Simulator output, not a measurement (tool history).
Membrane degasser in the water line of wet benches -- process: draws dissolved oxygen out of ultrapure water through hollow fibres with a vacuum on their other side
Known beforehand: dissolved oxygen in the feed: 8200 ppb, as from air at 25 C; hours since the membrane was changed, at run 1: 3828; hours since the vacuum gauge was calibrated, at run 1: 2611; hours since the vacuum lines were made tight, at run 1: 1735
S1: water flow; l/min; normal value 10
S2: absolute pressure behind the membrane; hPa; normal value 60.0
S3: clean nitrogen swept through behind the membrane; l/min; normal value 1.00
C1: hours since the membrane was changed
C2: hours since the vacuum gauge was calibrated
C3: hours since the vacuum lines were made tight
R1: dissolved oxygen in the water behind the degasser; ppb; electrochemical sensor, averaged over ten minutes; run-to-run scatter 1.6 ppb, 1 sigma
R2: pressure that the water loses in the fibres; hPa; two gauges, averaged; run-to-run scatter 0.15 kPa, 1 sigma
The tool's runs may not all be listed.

run    hour  S1     S2    S3    C1    C2    C3     R1     R2
  1     0.0  10   60.0  1.00  3828  2611  1735  159.4  484.9
  2   175.6  10   60.0  1.00  4003  2787  1911  157.4  484.6
  3   333.3  10   60.0  1.00  4161  2945  2068  155.3  483.4
  4   434.2  10   60.0  1.00  4262  3045  2169  159.7  482.2
  5   561.9  10   60.0  1.00  4390  3173  2297  159.7  483.7
  6   669.5  10   60.0  1.00  4497  3281  2405  161.5  485.1
      744.3  -- vacuum gauge calibrated
  7   745.3   9   60.0  1.00  4573     1  2480  123.4  433.9
  8   899.3   9   60.0  1.00  4727   155  2634  121.7  434.1
  9  1061.5   7   60.0  1.00  4889   317  2796   69.1  338.0
 10  1238.5   7   60.0  1.00  5066   494  2973   69.2  339.4
 11  1319.8   7   60.0  1.02  5147   575  3054   69.3  336.3
 12  1466.6  10   60.0  2.07  5294   722  3201  129.2  481.7
 13  1638.8  10   60.0  2.07  5466   895  3374  125.9  478.6
 14  1791.9  10   60.0  2.21  5619  1048  3527  121.2  485.6
 15  1920.2  10   94.5  0.71  5748  1176  3655  289.1  482.4
 16  1999.8  12   62.4  1.43  5827  1255  3734  228.5  579.8
 17  2164.2  10   64.6  1.43  5992  1420  3899  144.9  480.2
 18  2331.2   7  119.5  0.61  6159  1587  4066  253.2  338.3
 19  2510.4   8  119.5  0.61  6338  1766  4245  292.3  387.3
 20  2588.7   6   61.5  1.65  6416  1844  4323   37.1  288.9
 21  2748.3   6   61.5  1.65  6576  2004  4483   36.7  285.5
 22  2821.8   7   61.5  1.65  6649  2077  4556   53.3  335.8
 23  2973.1   7   61.5  1.65  6801  2229  4708   54.1  336.0
 24  3061.9   9   93.3  1.65  6889  2318  4797  145.5  434.4

Predict each of these 3 candidate next runs independently; none follows another, all start after run 24:
  A  3234.4   9  60.0  1.84  7062  2490  4969   ?   ?
  B  3234.4   9  36.9  1.65  7062  2490  4969   ?   ?
  C  3234.4  12  84.0  1.65  7062  2490  4969   ?   ?

run     R1     R2
  A   97.3  431.0
  B   72.1  432.8
  C  254.3  574.0
With the hidden condition removed and each run's random variation left untouched, the same runs would have given:
run     R1     R2
  A   97.0  435.9
  B   71.9  437.7
  C  253.8  580.6

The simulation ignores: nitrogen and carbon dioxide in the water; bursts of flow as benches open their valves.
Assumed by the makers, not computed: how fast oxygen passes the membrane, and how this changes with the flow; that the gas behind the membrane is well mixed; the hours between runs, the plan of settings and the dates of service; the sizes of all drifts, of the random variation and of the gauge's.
